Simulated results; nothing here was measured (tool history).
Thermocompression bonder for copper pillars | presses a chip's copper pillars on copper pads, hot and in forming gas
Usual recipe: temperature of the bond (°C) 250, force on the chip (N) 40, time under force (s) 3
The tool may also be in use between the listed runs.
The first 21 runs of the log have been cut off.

run     day  temperature of the bond (°C)  force on the chip (N)  time under force (s)  hours of work since the heater was calibrated  hours of work since the force cell was calibrated  hours of work since the gas filter was changed  force that shears a chip off (N)
 22  27.946                           248                     28                     2                                           1488                                               1087                                             210                              55.4
 23  29.217                           248                     28                     2                                           1505                                               1105                                             228                              55.2
 24  31.371                           264                     40                     3                                           1536                                               1135                                             258                              95.9
 25  32.446                           264                     40                     3                                           1551                                               1150                                             273                              95.9
 26  34.329                           241                     34                     8                                           1577                                               1177                                             300                              92.1
 27  35.312                           241                     34                     8                                           1591                                               1190                                             314                              92.0
 28  36.283                           241                     34                     8                                           1605                                               1204                                             327                              92.6
     36.975  -- heater calibrated with a thermocouple chip
 29  37.396                           246                     52                     2                                              6                                               1219                                             342                              87.3
 30  38.792                           268                     38                     2                                             26                                               1238                                             361                              83.9
 31  40.717                           268                     38                     9                                             53                                               1265                                             389                             116.4
 32  42.733                           254                     40                     7                                             81                                               1294                                             417                             106.9
 33  44.775                           228                     59                     3                                            110                                               1322                                             446                              92.1
 34  46.388                           228                     59                     3                                            132                                               1345                                             468                              92.4
     46.779  -- forming gas filter changed
 35  47.742                           250                     44                     7                                            151                                               1364                                              14                             109.4

5 options for the next run, each taken on its own from the tool as it stands now. Forecast them:
  A  49.729                           250                     33                     7                                            179                                               1392                                              41                                 ?
  B  49.729                           252                     40                     3                                            179                                               1392                                              41                                 ?
  C  49.729                           244                     44                     3                                            179                                               1392                                              41                                 ?
  D  49.729                           250                     27                     4                                            179                                               1392                                              41                                 ?
  E  49.729                           267                     53                     3                                            179                                               1392                                              41                                 ?

run  force that shears a chip off (N)
  A                              94.1
  B                              87.8
  C                              88.2
  D                              68.7
  E                             113.1
The same runs, with their run-to-run variation unchanged, on a tool lacking any hidden condition would have given:
run  force that shears a chip off (N)
  A                              93.9
  B                              87.5
  C                              87.9
  D                              68.4
  E                             112.9
